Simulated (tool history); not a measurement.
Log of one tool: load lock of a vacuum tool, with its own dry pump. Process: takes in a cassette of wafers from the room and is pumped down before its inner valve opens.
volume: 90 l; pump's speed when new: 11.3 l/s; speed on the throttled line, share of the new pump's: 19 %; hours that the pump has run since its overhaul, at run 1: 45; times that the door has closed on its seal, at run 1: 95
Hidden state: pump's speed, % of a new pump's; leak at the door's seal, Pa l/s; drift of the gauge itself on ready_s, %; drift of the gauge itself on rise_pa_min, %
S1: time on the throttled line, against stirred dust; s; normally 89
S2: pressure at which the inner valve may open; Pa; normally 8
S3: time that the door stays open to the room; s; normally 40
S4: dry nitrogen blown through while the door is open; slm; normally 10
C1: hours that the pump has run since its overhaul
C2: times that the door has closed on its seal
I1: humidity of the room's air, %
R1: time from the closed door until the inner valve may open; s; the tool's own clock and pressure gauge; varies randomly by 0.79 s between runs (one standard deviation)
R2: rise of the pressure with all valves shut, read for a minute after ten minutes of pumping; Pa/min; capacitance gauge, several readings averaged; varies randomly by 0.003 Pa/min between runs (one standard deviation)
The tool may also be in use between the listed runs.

Run 1, hour 0: usual settings; C1 45; C2 95; I1 42.2. Result: R1 147.1 s, R2 0.037 Pa/min.
Run 2, hour 97.5: usual settings; C1 143; C2 302; I1 43.1. Result: R1 147.6 s, R2 0.035 Pa/min.
Run 3, hour 193: usual settings but S4 7 slm; C1 238; C2 504; I1 43.8. Result: R1 147.6 s, R2 0.041 Pa/min.
Run 4, hour 367: usual settings but S2 9 Pa; C1 412; C2 873; I1 45.1. Result: R1 147.9 s, R2 0.038 Pa/min.
Run 5, hour 471.1: usual settings but S2 9 Pa; C1 516; C2 1093; I1 44.1. Result: R1 147.9 s, R2 0.038 Pa/min.
Run 6, hour 557.5: usual settings but S2 9 Pa; C1 603; C2 1276; I1 47. Result: R1 148 s, R2 0.046 Pa/min.
Run 7, hour 674.9: usual settings but S2 7 Pa; C1 720; C2 1525; I1 41.3. Result: R1 149.4 s, R2 0.043 Pa/min.
Run 8, hour 850.9: usual settings; C1 896; C2 1898; I1 46.9. Result: R1 147.4 s, R2 0.044 Pa/min.
Run 9, hour 1019.9: usual settings; C1 1065; C2 2256; I1 47.6. Result: R1 151.1 s, R2 0.05 Pa/min.
Run 10, hour 1125.7: usual settings but S1 146 s; C1 1171; C2 2480; I1 45.7. Result: R1 196.8 s, R2 0.052 Pa/min.
Run 11, hour 1296.6: usual settings but S1 81 s; C1 1342; C2 2842; I1 47.1. Result: R1 143.6 s, R2 0.055 Pa/min.
Run 12, hour 1453.7: usual settings but S1 132 s; C1 1499; C2 3175; I1 42.9. Result: R1 184.5 s, R2 0.05 Pa/min.
Run 13, hour 1580.2: usual settings but S1 132 s; C1 1625; C2 3443; I1 44.9. Result: R1 184.4 s, R2 0.056 Pa/min.
Run 14, hour 1663.9: usual settings but S1 132 s; C1 1709; C2 3620; I1 43.2. Result: R1 184.3 s, R2 0.047 Pa/min.
Run 15, hour 1782.9: usual settings but S1 132 s; C1 1828; C2 3872; I1 46.6. Result: R1 183.7 s, R2 0.06 Pa/min.
Run 16, hour 1901.9: usual settings; C1 1947; C2 4124; I1 45.7. Result: R1 149.5 s, R2 0.06 Pa/min.
Run 17, hour 2061.6: usual settings; C1 2107; C2 4463; I1 45.4. Result: R1 149.5 s, R2 0.061 Pa/min.
Run 18, hour 2149.8: usual settings; C1 2195; C2 4649; I1 45.5. Result: R1 149.7 s, R2 0.061 Pa/min.
Run 19, hour 2301.6: usual settings but S2 13 Pa; C1 2347; C2 4971; I1 46. Result: R1 145.4 s, R2 0.061 Pa/min.
Run 20, hour 2476: usual settings but S1 111 s, S2 6 Pa, S3 93 s, S4 42 slm; C1 2521; C2 5341; I1 42.3. Result: R1 171.5 s, R2 0.069 Pa/min.
Run 21, hour 2565.8: usual settings but S1 77 s, S3 115 s, S4 6 slm; C1 2611; C2 5531; I1 49.4. Result: R1 141.3 s, R2 0.122 Pa/min.
Run 22, hour 2749.5: usual settings but S1 77 s, S3 115 s, S4 6 slm; C1 2794; C2 5920; I1 40.9. Result: R1 140.6 s, R2 0.107 Pa/min.
Run 23, hour 2932.8: usual settings but S1 51 s, S2 9 Pa, S3 64 s, S4 21 slm; C1 2978; C2 6308; I1 44.5. Result: R1 120.9 s, R2 0.075 Pa/min.
Run 24, hour 3115.7: usual settings but S1 170 s, S2 14 Pa, S3 89 s, S4 8 slm; C1 3161; C2 6696; I1 46.5. Result: R1 210.9 s, R2 0.102 Pa/min.
Run 25, hour 3292.6: usual settings but S3 171 s, S4 18 slm; C1 3338; C2 7070; I1 46.1. Result: R1 151.5 s, R2 0.129 Pa/min.
Run 26, hour 3434.2: usual settings but S1 48 s, S2 15 Pa, S4 31 slm; C1 3479; C2 7370; I1 42.3. Result: R1 113.9 s, R2 0.06 Pa/min.
Run 27, hour 3614.3: usual settings but S1 48 s, S2 7 Pa, S3 73 s, S4 31 slm; C1 3659; C2 7752; I1 47.3. Result: R1 121.9 s, R2 0.087 Pa/min.
Run 28, hour 3719.2: usual settings but S1 79 s, S2 10 Pa, S3 64 s, S4 14 slm; C1 3764; C2 7974; I1 47.3. Result: R1 141.9 s, R2 0.089 Pa/min.
Run 29, hour 3817: usual settings but S1 79 s, S2 10 Pa, S3 64 s, S4 14 slm; C1 3862; C2 8181; I1 42.9. Result: R1 143.6 s, R2 0.091 Pa/min.
Run 30, hour 3940.5: usual settings but S1 73 s, S2 12 Pa, S3 64 s, S4 5 slm; C1 3985; C2 8443; I1 49.3. Result: R1 136.2 s, R2 0.117 Pa/min.
Run 31, hour 4120.5: usual settings but S2 11 Pa, S3 53 s, S4 22 slm; C1 4166; C2 8824; I1 45.7. Result: R1 150 s, R2 0.081 Pa/min.
Run 32, hour 4246.9: usual settings but S1 103 s, S3 122 s; C1 4292; C2 9092; I1 45.1. Result: R1 164 s, R2 0.135 Pa/min.
Run 33, hour 4404.3: usual settings but S1 103 s, S3 122 s; C1 4449; C2 9425; I1 47.7. Result: R1 163.4 s, R2 0.14 Pa/min.
Run 34, hour 4576.6: usual settings but S1 103 s, S3 122 s; C1 4622; C2 9791; I1 45.1. Result: R1 166.5 s, R2 0.14 Pa/min.
Run 35, hour 4740.9: usual settings but S1 103 s, S2 12 Pa, S3 131 s; C1 4786; C2 10139; I1 45.4. Result: R1 162.9 s, R2 0.147 Pa/min.
Run 36, hour 4826.5: usual settings but S1 103 s, S2 12 Pa, S3 131 s; C1 4872; C2 10320; I1 41.8. Result: R1 162.3 s, R2 0.145 Pa/min.

For some of the steps in R1 from one run to the next: how much would appear even if the tool had no hidden state, given the settings, what came in and random variation, and how much remains for the hidden state plus any gauge scatter that the measured result and the result without hidden state don't share?
Run 10 -> 11: S1 146 -> 81. R1 -53.2 s: hidden state +0.6, all else -53.8.
Run 22 -> 23: S1 77 -> 51, S2 8 -> 9, S3 115 -> 64, S4 6 -> 21. R1 -19.7 s: hidden state +0.8, all else -20.5.
Run 23 -> 24: S1 51 -> 170, S2 9 -> 14, S3 64 -> 89, S4 21 -> 8. R1 +90 s: hidden state -1.9, all else +91.9.
Run 24 -> 25: S1 170 -> 89, S2 14 -> 8, S3 89 -> 171, S4 8 -> 18. R1 -59.4 s: hidden state +1.9, all else -61.3.
